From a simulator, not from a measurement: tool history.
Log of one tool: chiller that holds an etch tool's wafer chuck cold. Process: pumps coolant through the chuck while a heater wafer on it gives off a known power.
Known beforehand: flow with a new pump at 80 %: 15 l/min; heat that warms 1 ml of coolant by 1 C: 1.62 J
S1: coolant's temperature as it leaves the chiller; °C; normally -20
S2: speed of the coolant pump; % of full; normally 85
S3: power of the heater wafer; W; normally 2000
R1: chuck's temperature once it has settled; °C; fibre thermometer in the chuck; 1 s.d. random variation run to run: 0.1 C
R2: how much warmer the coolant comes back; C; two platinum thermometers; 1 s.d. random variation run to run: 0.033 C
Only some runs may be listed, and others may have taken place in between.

run,hour,S1,S2,S3,R1,R2
1,0,-20,85,2000,-5.2,4.64
2,100.9,-20,85,2000,-5.2,4.67
3,204.9,-20,85,2000,-5.2,4.55
4,275,-20,85,2485,-1.6,5.77
5,338.7,-20,85,2485,-1.4,5.75
6,392.3,-20,85,2000,-5.1,4.56
7,435.8,-20,85,2000,-5.2,4.65
8,503.7,-20,83,2000,-4.8,4.77
9,593.6,-20,83,2000,-4.8,4.78
10,687.6,-20,66,2000,-1,6.18
11,787.5,-28,66,2000,-8.8,6.14
12,854.2,-28,66,2000,-9.2,6.17
13,931.9,-28,66,2000,-8.9,6.21
14,1023.3,-20,66,2000,-1,6.13
15,1108.6,-20,66,2000,-1,6.18
16,1191.6,-20,66,2000,-0.9,6.16
17,1287.6,-18,82,1969,-2.9,4.73
18,1333,-28,82,1969,-12.9,4.74
19,1398.4,-28,82,1969,-12.9,4.76
20,1481.2,-11,72,2000,6.6,5.57
21,1543.4,-11,72,2000,6.5,5.59
22,1623.6,-20,85,2413,-2.2,5.56
23,1692,-17,71,2744,7.4,7.78
24,1789.6,-20,85,2914,1.7,6.75
25,1872.4,-20,85,2914,1.6,6.66
26,1939.6,-23,66,2000,-3.9,6.1
27,2015.3,-23,66,2000,-4,6.2
28,2063,-24,89,1418,-13.9,3.13
29,2120.4,-24,89,1418,-13.8,3.14
30,2165.3,-10,78,1991,6,5.04
31,2224.3,-10,78,1991,6,5.07

Not shown: 2 entries that the log had between the listed runs. Between which runs, and how does the tool's hidden state differ before and after?
Logged between run 7 and run 8: chiller's thermometer calibrated (hour 503.4)
  no difference in the tool's unlogged condition between these two runs
Logged between run 13 and run 14: coolant changed, channels flushed (hour 971.8)
  heat passed by the chuck's channels, % of clean ones': 99.9 -> 100
